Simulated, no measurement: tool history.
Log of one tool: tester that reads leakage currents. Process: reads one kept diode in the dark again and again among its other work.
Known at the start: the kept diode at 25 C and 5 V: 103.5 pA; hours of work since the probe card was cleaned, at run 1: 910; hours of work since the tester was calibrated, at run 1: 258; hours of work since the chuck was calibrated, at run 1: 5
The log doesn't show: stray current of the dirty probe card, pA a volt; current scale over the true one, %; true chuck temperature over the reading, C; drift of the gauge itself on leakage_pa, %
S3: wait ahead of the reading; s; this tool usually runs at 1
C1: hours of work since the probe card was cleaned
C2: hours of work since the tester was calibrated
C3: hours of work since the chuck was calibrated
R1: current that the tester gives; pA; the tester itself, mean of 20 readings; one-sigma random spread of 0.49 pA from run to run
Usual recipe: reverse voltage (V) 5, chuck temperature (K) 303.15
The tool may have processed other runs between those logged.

{"run": 1, "hour": 0.0, "reverse voltage (V)": 5, "chuck temperature (K)": 303.15, "S3": 1, "C1": 910, "C2": 258, "C3": 5, "R1": 163.62}
{"run": 2, "hour": 15.4, "reverse voltage (V)": 5, "chuck temperature (K)": 303.15, "S3": 1, "C1": 918, "C2": 266, "C3": 14, "R1": 163.25}
{"run": 3, "hour": 33.0, "reverse voltage (V)": 5, "chuck temperature (K)": 303.15, "S3": 1, "C1": 927, "C2": 276, "C3": 23, "R1": 163.75}
{"run": 4, "hour": 56.1, "reverse voltage (V)": 5, "chuck temperature (K)": 303.15, "S3": 1, "C1": 940, "C2": 288, "C3": 36, "R1": 163.44}
{"run": 5, "hour": 70.0, "reverse voltage (V)": 5, "chuck temperature (K)": 303.15, "S3": 1, "C1": 947, "C2": 296, "C3": 43, "R1": 163.52}
{"run": 6, "hour": 102.0, "reverse voltage (V)": 5, "chuck temperature (K)": 303.15, "S3": 1, "C1": 964, "C2": 313, "C3": 60, "R1": 163.38}
{"run": 7, "hour": 127.5, "reverse voltage (V)": 2.05, "chuck temperature (K)": 303.15, "S3": 1, "C1": 978, "C2": 326, "C3": 74, "R1": 110.38}
{"run": 8, "hour": 149.1, "reverse voltage (V)": 2.05, "chuck temperature (K)": 303.15, "S3": 0.4, "C1": 989, "C2": 338, "C3": 85, "R1": 111.03}
{"run": 9, "hour": 162.4, "reverse voltage (V)": 5, "chuck temperature (K)": 303.15, "S3": 1, "C1": 997, "C2": 345, "C3": 93, "R1": 164.1}
{"run": 10, "hour": 191.7, "reverse voltage (V)": 5, "chuck temperature (K)": 303.15, "S3": 1, "C1": 1012, "C2": 361, "C3": 108, "R1": 163.64}
{"run": 11, "hour": 220.3, "reverse voltage (V)": 5, "chuck temperature (K)": 303.15, "S3": 1, "C1": 1028, "C2": 376, "C3": 124, "R1": 163.18}
{"run": 12, "hour": 247.1, "reverse voltage (V)": 5, "chuck temperature (K)": 303.15, "S3": 1, "C1": 1042, "C2": 391, "C3": 138, "R1": 163.27}
{"run": 13, "hour": 264.1, "reverse voltage (V)": 5, "chuck temperature (K)": 313.15, "S3": 1, "C1": 1051, "C2": 400, "C3": 147, "R1": 383.35}
{"run": 14, "hour": 288.4, "reverse voltage (V)": 5, "chuck temperature (K)": 303.15, "S3": 1, "C1": 1064, "C2": 413, "C3": 160, "R1": 163.19}
{"run": 15, "hour": 318.1, "reverse voltage (V)": 5, "chuck temperature (K)": 303.15, "S3": 1, "C1": 1080, "C2": 429, "C3": 176, "R1": 163.73}
{"run": 16, "hour": 345.8, "reverse voltage (V)": 5, "chuck temperature (K)": 303.15, "S3": 1, "C1": 1095, "C2": 443, "C3": 191, "R1": 163.1}
{"run": 17, "hour": 364.3, "reverse voltage (V)": 5, "chuck temperature (K)": 303.15, "S3": 1, "C1": 1105, "C2": 453, "C3": 201, "R1": 163.08}
{"run": 18, "hour": 393.5, "reverse voltage (V)": 5, "chuck temperature (K)": 303.15, "S3": 7.65, "C1": 1120, "C2": 469, "C3": 216, "R1": 162.29}
{"run": 19, "hour": 417.2, "reverse voltage (V)": 5, "chuck temperature (K)": 303.15, "S3": 7.65, "C1": 1133, "C2": 482, "C3": 229, "R1": 162.15}
{"run": 20, "hour": 448.1, "reverse voltage (V)": 5, "chuck temperature (K)": 303.15, "S3": 7.65, "C1": 1150, "C2": 498, "C3": 246, "R1": 162.5}
{"run": 21, "hour": 462.5, "reverse voltage (V)": 5, "chuck temperature (K)": 303.15, "S3": 7.65, "C1": 1157, "C2": 506, "C3": 253, "R1": 162.62}
{"run": 22, "hour": 481.5, "reverse voltage (V)": 3.78, "chuck temperature (K)": 325.15, "S3": 7.65, "C1": 1168, "C2": 516, "C3": 264, "R1": 884.34}
{"run": 23, "hour": 513.4, "reverse voltage (V)": 3.78, "chuck temperature (K)": 325.15, "S3": 0.46, "C1": 1185, "C2": 533, "C3": 281, "R1": 880.29}
{"run": 24, "hour": 535.6, "reverse voltage (V)": 3.78, "chuck temperature (K)": 325.15, "S3": 0.46, "C1": 1197, "C2": 545, "C3": 293, "R1": 884.26}
{"run": 25, "hour": 561.1, "reverse voltage (V)": 3.78, "chuck temperature (K)": 325.15, "S3": 0.46, "C1": 1210, "C2": 559, "C3": 306, "R1": 875.93}
{"run": 26, "hour": 590.4, "reverse voltage (V)": 5, "chuck temperature (K)": 293.15, "S3": 1, "C1": 1226, "C2": 575, "C3": 322, "R1": 66.17}
{"run": 27, "hour": 618.3, "reverse voltage (V)": 9.65, "chuck temperature (K)": 321.15, "S3": 9.27, "C1": 1241, "C2": 589, "C3": 337, "R1": 965.75}
{"run": 28, "hour": 645.1, "reverse voltage (V)": 1.36, "chuck temperature (K)": 321.15, "S3": 9.27, "C1": 1255, "C2": 604, "C3": 351, "R1": 408.47}
{"run": 29, "hour": 664.8, "reverse voltage (V)": 16.01, "chuck temperature (K)": 303.15, "S3": 1, "C1": 1266, "C2": 614, "C3": 362, "R1": 274.31}
{"run": 30, "hour": 690.7, "reverse voltage (V)": 16.01, "chuck temperature (K)": 303.15, "S3": 1, "C1": 1280, "C2": 628, "C3": 376, "R1": 273.88}
{"run": 31, "hour": 721.6, "reverse voltage (V)": 3.79, "chuck temperature (K)": 306.15, "S3": 1, "C1": 1296, "C2": 645, "C3": 392, "R1": 187.61}
{"run": 32, "hour": 736.1, "reverse voltage (V)": 3.79, "chuck temperature (K)": 306.15, "S3": 1, "C1": 1304, "C2": 653, "C3": 400, "R1": 187.27}
{"run": 33, "hour": 760.7, "reverse voltage (V)": 6.07, "chuck temperature (K)": 306.15, "S3": 1, "C1": 1317, "C2": 666, "C3": 413, "R1": 230.6}
{"run": 34, "hour": 787.6, "reverse voltage (V)": 6.07, "chuck temperature (K)": 306.15, "S3": 1, "C1": 1332, "C2": 680, "C3": 428, "R1": 231.37}
{"run": 35, "hour": 819.8, "reverse voltage (V)": 6.07, "chuck temperature (K)": 301.15, "S3": 1.04, "C1": 1349, "C2": 697, "C3": 445, "R1": 148.43}
{"run": 36, "hour": 848.0, "reverse voltage (V)": 6.07, "chuck temperature (K)": 301.15, "S3": 1.04, "C1": 1364, "C2": 713, "C3": 460, "R1": 149.65}
{"run": 37, "hour": 873.9, "reverse voltage (V)": 6.07, "chuck temperature (K)": 301.15, "S3": 1.04, "C1": 1378, "C2": 726, "C3": 474, "R1": 149.35}
{"run": 38, "hour": 904.2, "reverse voltage (V)": 6.07, "chuck temperature (K)": 301.15, "S3": 1.04, "C1": 1394, "C2": 743, "C3": 490, "R1": 149.26}
{"hour": 924.1, "done": "probe card cleaned and baked"}
{"run": 39, "hour": 938.4, "reverse voltage (V)": 4.1, "chuck temperature (K)": 298.15, "S3": 7.61, "C1": 8, "C2": 759, "C3": 507, "R1": 95.15}
{"run": 40, "hour": 962.7, "reverse voltage (V)": 3.72, "chuck temperature (K)": 303.15, "S3": 5.59, "C1": 21, "C2": 772, "C3": 520, "R1": 142.73}
{"run": 41, "hour": 988.1, "reverse voltage (V)": 1.12, "chuck temperature (K)": 330.15, "S3": 5.56, "C1": 34, "C2": 786, "C3": 534, "R1": 748.17}

Selected run-to-run steps in R1, each split into two signed amounts: the part the tool would show with no hidden state at all (from settings, incoming material and random variation), and the remainder, which goes to the hidden state together with any gauge scatter not common to the measured and the hidden-state-free results:
Run 21 -> 22: reverse voltage (V) 5 -> 3.78, chuck temperature (K) 303.15 -> 325.15. R1 +721.72 pA: hidden state -0.2, all else +721.92.
Run 25 -> 26: reverse voltage (V) 3.78 -> 5, chuck temperature (K) 325.15 -> 293.15, S3 0.46 -> 1. R1 -809.76 pA: hidden state +0.25, all else -810.01.
Run 26 -> 27: reverse voltage (V) 5 -> 9.65, chuck temperature (K) 293.15 -> 321.15, S3 1 -> 9.27. R1 +899.58 pA: hidden state -0.07, all else +899.65.
Run 28 -> 29: reverse voltage (V) 1.36 -> 16.01, chuck temperature (K) 321.15 -> 303.15, S3 9.27 -> 1. R1 -134.16 pA: hidden state +0.64, all else -134.8.
Run 30 -> 31: reverse voltage (V) 16.01 -> 3.79, chuck temperature (K) 303.15 -> 306.15. R1 -86.27 pA: hidden state -0.48, all else -85.79.
Run 40 -> 41: reverse voltage (V) 3.72 -> 1.12, chuck temperature (K) 303.15 -> 330.15, S3 5.59 -> 5.56. R1 +605.44 pA: hidden state -0.28, all else +605.72.
